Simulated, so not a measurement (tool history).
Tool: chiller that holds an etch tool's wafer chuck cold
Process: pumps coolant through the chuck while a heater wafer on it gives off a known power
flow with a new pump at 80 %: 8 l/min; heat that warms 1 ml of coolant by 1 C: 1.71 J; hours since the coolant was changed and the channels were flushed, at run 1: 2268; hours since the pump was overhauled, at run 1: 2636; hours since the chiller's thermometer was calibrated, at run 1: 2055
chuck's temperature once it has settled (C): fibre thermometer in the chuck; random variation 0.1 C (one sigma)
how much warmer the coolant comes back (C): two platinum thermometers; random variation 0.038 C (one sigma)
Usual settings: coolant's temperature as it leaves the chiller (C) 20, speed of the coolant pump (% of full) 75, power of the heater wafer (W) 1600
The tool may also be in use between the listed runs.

| run | day | coolant's temperature as it leaves the chiller (C) | speed of the coolant pump (% of full) | power of the heater wafer (W) | hours since the coolant was changed and the channels were flushed | hours since the pump was overhauled | hours since the chiller's thermometer was calibrated | chuck's temperature once it has settled (C) | how much warmer the coolant comes back (C) |
|---|---|---|---|---|---|---|---|---|---|
| 1 | 0 | 20 | 75 | 1600 | 2268 | 2636 | 2055 | 39.8 | 7.64 |
| 2 | 4.058 | 20 | 75 | 1600 | 2365 | 2734 | 2153 | 39.9 | 7.59 |
| 3 | 7.979 | 20 | 75 | 1600 | 2459 | 2828 | 2247 | 39.8 | 7.63 |
| 4 | 10.133 | 20 | 75 | 1600 | 2511 | 2880 | 2298 | 40 | 7.64 |
| 5 | 12.392 | 20 | 75 | 1600 | 2565 | 2934 | 2353 | 40.1 | 7.58 |
| 6 | 15.712 | 12 | 75 | 1600 | 2645 | 3013 | 2432 | 31.9 | 7.64 |
| 7 | 19.312 | 12 | 75 | 1600 | 2731 | 3100 | 2519 | 31.8 | 7.66 |
| 8 | 21.446 | 20 | 75 | 1600 | 2782 | 3151 | 2570 | 39.9 | 7.57 |
| 9 | 24.925 | 20 | 75 | 1600 | 2866 | 3235 | 2653 | 40 | 7.75 |
| 10 | 29.15 | 20 | 75 | 1600 | 2967 | 3336 | 2755 | 40 | 7.65 |
| 11 | 33.179 | 20 | 75 | 1600 | 3064 | 3433 | 2851 | 39.9 | 7.7 |
| 12 | 35.25 | 20 | 75 | 1600 | 3114 | 3482 | 2901 | 39.9 | 7.71 |
| 13 | 40.162 | 14 | 75 | 1600 | 3232 | 3600 | 3019 | 34.1 | 7.68 |
| 14 | 42.667 | 28 | 80 | 1600 | 3292 | 3660 | 3079 | 47.1 | 7.15 |
| 15 | 46.967 | 19 | 87 | 827 | 3395 | 3764 | 3182 | 28.2 | 3.55 |
| 16 | 51.796 | 20 | 75 | 1680 | 3511 | 3879 | 3298 | 41 | 8.19 |
| 17 | 56.812 | 18 | 68 | 1600 | 3631 | 4000 | 3419 | 39.1 | 8.64 |
| 18 | 59.579 | 13 | 68 | 1053 | 3698 | 4066 | 3485 | 27.1 | 5.82 |
| 19 | 62.067 | 22 | 68 | 1338 | 3757 | 4126 | 3545 | 39.9 | 7.33 |

5 ways to go on from here, each from the tool as it stands after run 19. What would each give?
| A | 65.829 | 22 | 68 | 1875 | 3848 | 4216 | 3635 | ? | ? |
| B | 65.829 | 20 | 70 | 2370 | 3848 | 4216 | 3635 | ? | ? |
| C | 65.829 | 22 | 68 | 2000 | 3848 | 4216 | 3635 | ? | ? |
| D | 65.829 | 11 | 94 | 1338 | 3848 | 4216 | 3635 | ? | ? |
| E | 65.829 | 11 | 68 | 1338 | 3848 | 4216 | 3635 | ? | ? |

| run | chuck's temperature once it has settled (C) | how much warmer the coolant comes back (C) |
|---|---|---|
| A | 47.1 | 10.3 |
| B | 50.8 | 12.41 |
| C | 48.7 | 10.9 |
| D | 25.4 | 5.2 |
| E | 28.8 | 7.38 |
Without the tool's hidden state the same runs would have given:
| run | chuck's temperature once it has settled (C) | how much warmer the coolant comes back (C) |
|---|---|---|
| A | 47 | 10.01 |
| B | 50.8 | 12.12 |
| C | 48.7 | 10.61 |
| D | 25.3 | 4.91 |
| E | 28.8 | 7.1 |
